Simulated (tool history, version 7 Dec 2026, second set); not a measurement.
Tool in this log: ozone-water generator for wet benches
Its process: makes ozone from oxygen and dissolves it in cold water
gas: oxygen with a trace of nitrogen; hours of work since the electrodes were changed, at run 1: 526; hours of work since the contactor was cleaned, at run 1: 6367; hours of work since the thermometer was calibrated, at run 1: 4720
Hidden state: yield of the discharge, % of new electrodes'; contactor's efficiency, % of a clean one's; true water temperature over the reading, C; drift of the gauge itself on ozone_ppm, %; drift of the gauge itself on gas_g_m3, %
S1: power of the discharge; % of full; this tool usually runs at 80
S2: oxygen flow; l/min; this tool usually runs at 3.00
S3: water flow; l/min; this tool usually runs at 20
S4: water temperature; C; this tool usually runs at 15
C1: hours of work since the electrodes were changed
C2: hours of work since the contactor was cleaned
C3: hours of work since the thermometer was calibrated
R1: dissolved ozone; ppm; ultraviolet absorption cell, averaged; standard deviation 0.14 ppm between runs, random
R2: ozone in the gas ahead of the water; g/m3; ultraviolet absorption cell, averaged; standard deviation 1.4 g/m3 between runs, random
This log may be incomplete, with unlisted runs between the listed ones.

run    hour  S1    S2  S3  S4    C1    C2    C3    R1     R2
  1     0.0  80  3.00  20  15   526  6367  4720  15.9  258.4
  2    78.1  80  3.00  20  15   578  6419  4772  15.9  257.1
  3   160.8  80  3.00  20  15   633  6475  4828  15.8  258.9
  4   261.7  80  3.00  20  15   701  6542  4895  15.9  259.0
  5   323.2  80  3.00  20  15   742  6583  4936  15.9  257.9
  6   414.5  80  3.00  20  15   803  6645  4998  15.9  258.4
      460.2  -- water thermometer calibrated
  7   467.5  80  3.00  20  15   838  6680     5  16.0  260.3
  8   566.3  80  3.00  20  15   905  6746    71  15.8  260.8
  9   632.9  80  3.00  20  15   949  6791   116  15.9  258.7
 10   702.4  80  3.00  20  15   996  6837   162  16.0  254.8
 11   804.9  80  2.46  20  15  1065  6906   231  14.4  272.7
 12   891.7  75  3.00  20  15  1123  6964   289  15.3  245.9
 13   959.1  75  3.00  20  15  1168  7009   334  15.4  247.4
 14  1046.9  75  3.00  20   9  1227  7068   393  16.1  244.5
 15  1103.5  95  3.00  20  15  1265  7106   431  17.8  288.5
 16  1195.9  95  3.00  20  15  1327  7168   493  18.1  286.1
 17  1287.7  80  3.00  20  15  1388  7229   554  15.8  255.9
 18  1360.3  59  3.00  20  15  1437  7278   603  13.0  206.5
 19  1404.9  63  2.26  20  15  1467  7308   633  12.1  237.5
 20  1485.6  63  2.26  14  19  1521  7362   687  16.8  237.2
 21  1541.2  63  2.26  14  19  1558  7399   724  16.7  233.8
 22  1610.6  63  2.26  19  19  1604  7446   771  12.3  236.3
 23  1697.0  49  2.29  17   8  1662  7503   829  12.7  199.4

Expected results for the next run?
 24  1791.3  52  2.13  12  12  1725  7567  892   ?   ?

Logged for run 24: R1 17.8 ppm, R2 213.0 g/m3.
The same run, on a tool lacking any hidden state, would have yielded R1 17.9 ppm, R2 216.5 g/m3.
